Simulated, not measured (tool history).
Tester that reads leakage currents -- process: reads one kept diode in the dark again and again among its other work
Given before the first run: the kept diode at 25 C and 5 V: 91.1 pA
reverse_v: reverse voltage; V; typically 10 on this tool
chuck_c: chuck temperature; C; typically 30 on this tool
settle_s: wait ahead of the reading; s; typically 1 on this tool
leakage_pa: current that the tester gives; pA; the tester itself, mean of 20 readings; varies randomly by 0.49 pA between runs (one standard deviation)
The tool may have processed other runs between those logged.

| run | hour | reverse_v | chuck_c | settle_s | leakage_pa |
|---|---|---|---|---|---|
| 1 | 0 | 10 | 30 | 1 | 182.7 |
| 2 | 161 | 10 | 30 | 1 | 185.98 |
| 3 | 262.2 | 10 | 30 | 1 | 178.39 |
| 4 | 417 | 10 | 30 | 1 | 181.72 |
| 5 | 576.1 | 10 | 30 | 1 | 183.95 |
| 6 | 669 | 10 | 30 | 1 | 183.61 |
| 7 | 787.6 | 19.7 | 54 | 4.44 | 1020.61 |
| 8 | 914.6 | 10 | 59 | 0.7 | 1112.2 |
| 9 | 1030.7 | 10 | 59 | 0.7 | 1104.09 |
| 10 | 1150.8 | 13.4 | 39 | 0.7 | 352.02 |
| 11 | 1235.3 | 13.2 | 34 | 1 | 251.68 |
| 12 | 1336.7 | 13.2 | 34 | 1 | 253.73 |

Removed from this log: 2 entries logged between the listed runs. Between which two listed runs does each belong, and how does the tool's hidden state at the listed run before it compare with that at the listed run after it?
Runs 2 to 3: chuck's temperature calibrated (hour 175.9)
  stray current of the dirty probe card, pA a volt: 1.198 -> 1.256; current scale over the true one, %: 0.48 -> 0.5; true chuck temperature over the reading, C: 0.77 -> 0.12
  the result without the hidden state subtracted from the measured one, leakage_pa: +21.75 -> +14.62 pA
Runs 8 to 9: probe card cleaned and baked (hour 967.1)
  stray current of the dirty probe card, pA a volt: 1.643 -> 0.061; current scale over the true one, %: 0.59 -> 0.6; true chuck temperature over the reading, C: 0.6 -> 0.68
  the result without the hidden state subtracted from the measured one, leakage_pa: +60.19 -> +49.91 pA
